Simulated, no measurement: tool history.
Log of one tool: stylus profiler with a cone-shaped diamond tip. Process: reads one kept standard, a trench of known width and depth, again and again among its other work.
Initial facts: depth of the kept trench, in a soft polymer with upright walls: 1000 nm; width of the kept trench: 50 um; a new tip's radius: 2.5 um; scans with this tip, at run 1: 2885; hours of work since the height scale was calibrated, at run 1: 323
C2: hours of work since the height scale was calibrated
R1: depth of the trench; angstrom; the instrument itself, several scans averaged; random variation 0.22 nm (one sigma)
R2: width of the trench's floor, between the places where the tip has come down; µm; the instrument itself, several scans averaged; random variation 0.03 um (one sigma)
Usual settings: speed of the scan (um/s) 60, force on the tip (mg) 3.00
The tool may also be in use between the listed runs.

Run 1, day 0.000: usual settings; scans with this tip 2885; C2 323. Result: R1 10055.7 angstrom, R2 45.37 µm.
Run 2, day 0.912: usual settings; scans with this tip 2964; C2 332. Result: R1 10050.6 angstrom, R2 45.38 µm.
Run 3, day 1.417: usual settings; scans with this tip 3008; C2 336. Result: R1 10048.0 angstrom, R2 45.39 µm.
Run 4, day 2.229: usual settings but force on the tip (mg) 3.60; scans with this tip 3078; C2 344. Result: R1 10059.2 angstrom, R2 45.34 µm.
Run 5, day 2.867: usual settings; scans with this tip 3133; C2 350. Result: R1 10048.9 angstrom, R2 45.36 µm.
Run 6, day 3.467: usual settings but speed of the scan (um/s) 33, force on the tip (mg) 2.48; scans with this tip 3186; C2 356. Result: R1 10040.5 angstrom, R2 45.53 µm.
Run 7, day 4.354: usual settings but speed of the scan (um/s) 73, force on the tip (mg) 1.43; scans with this tip 3263; C2 365. Result: R1 10021.6 angstrom, R2 45.08 µm.
Run 8, day 4.904: usual settings but speed of the scan (um/s) 25, force on the tip (mg) 4.21; scans with this tip 3310; C2 370. Result: R1 10064.8 angstrom, R2 45.59 µm.
Run 9, day 5.542: usual settings but speed of the scan (um/s) 23, force on the tip (mg) 5.69; scans with this tip 3366; C2 376. Result: R1 10081.4 angstrom, R2 45.61 µm.
Run 10, day 6.350: usual settings but speed of the scan (um/s) 23, force on the tip (mg) 5.69; scans with this tip 3436; C2 384. Result: R1 10083.3 angstrom, R2 45.61 µm.

Alternative continuations, all from the tool just after run 10; predict every row:
Run A, day 6.929: usual settings but speed of the scan (um/s) 36, force on the tip (mg) 5.69; scans with this tip 3486; C2 390. Result: R1 ?, R2 ?.
Run B, day 6.929: usual settings but speed of the scan (um/s) 238, force on the tip (mg) 5.69; scans with this tip 3486; C2 390. Result: R1 ?, R2 ?.
Run C, day 6.929: usual settings but speed of the scan (um/s) 44, force on the tip (mg) 3.40; scans with this tip 3486; C2 390. Result: R1 ?, R2 ?.

run       R1     R2
  A  10085.7  45.55
  B  10083.3  44.61
  C  10052.5  45.40
The same runs, with their run-to-run variation unchanged, on a tool lacking any hidden condition would have given:
run       R1     R2
  A  10103.4  45.86
  B  10101.0  44.92
  C  10070.2  45.71

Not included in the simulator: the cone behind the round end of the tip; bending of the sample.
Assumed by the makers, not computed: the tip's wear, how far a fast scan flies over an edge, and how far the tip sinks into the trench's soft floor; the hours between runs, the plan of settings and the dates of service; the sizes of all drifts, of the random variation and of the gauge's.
